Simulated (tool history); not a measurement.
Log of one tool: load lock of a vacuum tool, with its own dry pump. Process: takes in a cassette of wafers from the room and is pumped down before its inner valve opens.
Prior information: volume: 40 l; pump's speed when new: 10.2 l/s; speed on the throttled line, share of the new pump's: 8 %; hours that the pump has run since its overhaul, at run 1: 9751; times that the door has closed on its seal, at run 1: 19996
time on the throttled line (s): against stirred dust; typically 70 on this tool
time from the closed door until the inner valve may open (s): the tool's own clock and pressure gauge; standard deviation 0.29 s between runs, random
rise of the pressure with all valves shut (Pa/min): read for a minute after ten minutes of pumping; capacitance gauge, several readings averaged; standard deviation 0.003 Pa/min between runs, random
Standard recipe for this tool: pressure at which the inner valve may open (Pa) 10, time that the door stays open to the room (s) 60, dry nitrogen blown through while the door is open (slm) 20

run     hour  time on the throttled line (s)  pressure at which the inner valve may open (Pa)  time that the door stays open to the room (s)  dry nitrogen blown through while the door is open (slm)  hours that the pump has run since its overhaul  times that the door has closed on its seal  incoming humidity of the room's air, %  time from the closed door until the inner valve may open (s)  rise of the pressure with all valves shut (Pa/min)
  1        0                              70                                               10                                             60                                                       20                                            9751                                       19996                                    46.3                                                         102.5                                               0.102
  2    310.1                              70                                               10                                             60                                                       20                                           10061                                       20831                                    45.4                                                         102.9                                               0.097
  3    792.3                              70                                               10                                             60                                                       16                                           10543                                       22129                                    44.7                                                         103.3                                               0.114
  4   1320.7                              70                                               10                                             60                                                       20                                           11071                                       23552                                    45.1                                                         103.3                                               0.111
  5   1689.6                              70                                               10                                             60                                                       20                                           11440                                       24545                                      46                                                         103.5                                               0.112
  6   2409.1                              70                                               10                                             33                                                       20                                           12160                                       26482                                    47.7                                                           103                                               0.108
  7   2783.9                              70                                               10                                             60                                                       20                                           12535                                       27491                                    47.2                                                         103.2                                               0.124
  8   3471.8                              70                                               10                                             60                                                       20                                           13222                                       29343                                    43.3                                                         103.9                                                0.13
  9   4053.1                              70                                               10                                             60                                                       20                                           13804                                       30908                                    45.7                                                           104                                                0.14
 10   4583.3                              70                                               10                                             60                                                       20                                           14334                                       32336                                    46.6                                                           104                                               0.152
 11   5211.1                              70                                               10                                             60                                                       20                                           14962                                       34026                                    48.3                                                         104.4                                                0.15
 12   5567.5                              70                                               10                                             60                                                       20                                           15318                                       34985                                    49.4                                                         103.6                                               0.158
 13   6141.4                              70                                               10                                             60                                                       20                                           15892                                       36531                                    43.3                                                         104.8                                               0.165
 14   6628.6                              57                                               10                                             60                                                       20                                           16379                                       37842                                    43.3                                                          92.8                                               0.173
 15   6969.5                              57                                               11                                             60                                                       20                                           16720                                       38760                                    44.6                                                          92.6                                                0.17
 16   7306.7                              57                                               11                                             60                                                       20                                           17057                                       39668                                    42.8                                                          92.3                                               0.176
 17   7816.8                             107                                               10                                            201                                                        6                                           17567                                       41041                                    43.6                                                         138.7                                               0.286
 18   8370.9                              75                                               10                                             60                                                        4                                           18122                                       42533                                    48.8                                                         109.8                                               0.227
 19   8950.2                              70                                               10                                             80                                                       20                                           18701                                       44093                                    46.9                                                         105.6                                               0.214
 20   9325.9                              70                                               13                                             80                                                       39                                           19077                                       45104                                    45.1                                                         103.8                                               0.205
 21   9958.3                              46                                               10                                             60                                                       20                                           19709                                       46807                                      46                                                          83.8                                               0.222
     10172.2  -- dry pump taken out, an overhauled one fitted
 22  10492.7                              39                                               12                                             60                                                       41                                             320                                       48230                                      43                                                          71.9                                               0.209
 23    10991                              70                                               14                                             60                                                       13                                             819                                       49571                                    47.3                                                          99.7                                                0.24

Each row is a separate what-if for the run after 23, all from the same tool condition, not one after another. Results?
  A  11383.8                             109                                               11                                             60                                                       20                                            1212                                       50629                                    42.5                                                             ?                                                   ?
  B  11383.8                              91                                               14                                             60                                                       13                                            1212                                       50629                                    42.6                                                             ?                                                   ?
  C  11383.8                              65                                               10                                             26                                                       20                                            1212                                       50629                                    45.2                                                             ?                                                   ?
  D  11383.8                              70                                               10                                             60                                                       28                                            1212                                       50629                                    47.4                                                             ?                                                   ?
  E  11383.8                             104                                               10                                             60                                                       42                                            1212                                       50629                                    42.9                                                             ?                                                   ?

run  time from the closed door until the inner valve may open (s)  rise of the pressure with all valves shut (Pa/min)
  A                                                         136.2                                               0.229
  B                                                         119.5                                                0.24
  C                                                          96.5                                               0.218
  D                                                         101.5                                               0.232
  E                                                         132.5                                               0.219
What these runs would have given with no unlogged condition in the tool:
run  time from the closed door until the inner valve may open (s)  rise of the pressure with all valves shut (Pa/min)
  A                                                         135.6                                               0.043
  B                                                         118.8                                               0.053
  C                                                          95.7                                               0.031
  D                                                         100.8                                               0.045
  E                                                         131.8                                               0.033
